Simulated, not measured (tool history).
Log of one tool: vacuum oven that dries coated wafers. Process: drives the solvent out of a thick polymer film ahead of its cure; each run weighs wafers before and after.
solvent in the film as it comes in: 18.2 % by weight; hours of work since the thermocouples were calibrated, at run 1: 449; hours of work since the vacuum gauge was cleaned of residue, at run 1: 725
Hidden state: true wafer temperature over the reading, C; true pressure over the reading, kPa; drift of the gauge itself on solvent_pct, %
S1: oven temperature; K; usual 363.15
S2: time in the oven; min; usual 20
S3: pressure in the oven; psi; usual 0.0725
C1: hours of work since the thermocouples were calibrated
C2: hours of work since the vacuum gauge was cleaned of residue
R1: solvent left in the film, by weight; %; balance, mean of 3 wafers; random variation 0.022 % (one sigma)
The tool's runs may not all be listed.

{"run": 1, "hour": 0.0, "S1": 363.15, "S2": 20, "S3": 0.0725, "C1": 449, "C2": 725, "R1": 1.21}
{"run": 2, "hour": 13.8, "S1": 363.15, "S2": 20, "S3": 0.0725, "C1": 459, "C2": 734, "R1": 1.22}
{"run": 3, "hour": 30.3, "S1": 363.15, "S2": 20, "S3": 0.1719, "C1": 471, "C2": 746, "R1": 1.62}
{"run": 4, "hour": 42.1, "S1": 363.15, "S2": 20, "S3": 0.1719, "C1": 479, "C2": 754, "R1": 1.63}
{"run": 5, "hour": 59.9, "S1": 363.15, "S2": 12, "S3": 0.0725, "C1": 491, "C2": 767, "R1": 2.91}
{"run": 6, "hour": 77.1, "S1": 363.15, "S2": 12, "S3": 0.0725, "C1": 504, "C2": 779, "R1": 2.91}
{"run": 7, "hour": 94.8, "S1": 354.15, "S2": 20, "S3": 0.0725, "C1": 516, "C2": 791, "R1": 2.88}
{"run": 8, "hour": 103.6, "S1": 363.15, "S2": 20, "S3": 0.1117, "C1": 522, "C2": 798, "R1": 1.41}
{"run": 9, "hour": 119.1, "S1": 373.15, "S2": 33, "S3": 0.0905, "C1": 533, "C2": 808, "R1": 0.42}
{"run": 10, "hour": 137.2, "S1": 363.15, "S2": 11, "S3": 0.162, "C1": 546, "C2": 821, "R1": 3.65}
{"run": 11, "hour": 150.0, "S1": 363.15, "S2": 11, "S3": 0.162, "C1": 555, "C2": 830, "R1": 3.56}
{"run": 12, "hour": 162.6, "S1": 363.15, "S2": 27, "S3": 0.162, "C1": 564, "C2": 839, "R1": 1.14}
{"run": 13, "hour": 175.2, "S1": 363.15, "S2": 27, "S3": 0.162, "C1": 573, "C2": 848, "R1": 1.11}
{"run": 14, "hour": 189.4, "S1": 363.15, "S2": 27, "S3": 0.162, "C1": 583, "C2": 858, "R1": 1.1}

Some steps in R1 between neighbouring runs. How much of each would the tool show without its hidden state too (settings, what came in, random variation), and how much is left for the hidden state, with any gauge scatter that isn't in both results?
Run 9 -> 10: S1 373.15 -> 363.15, S2 33 -> 11, S3 0.0905 -> 0.162. R1 +3.23 %: hidden state -0.14, all else +3.37.
Run 11 -> 12: S2 11 -> 27. R1 -2.42 %: hidden state +0.16, all else -2.58.
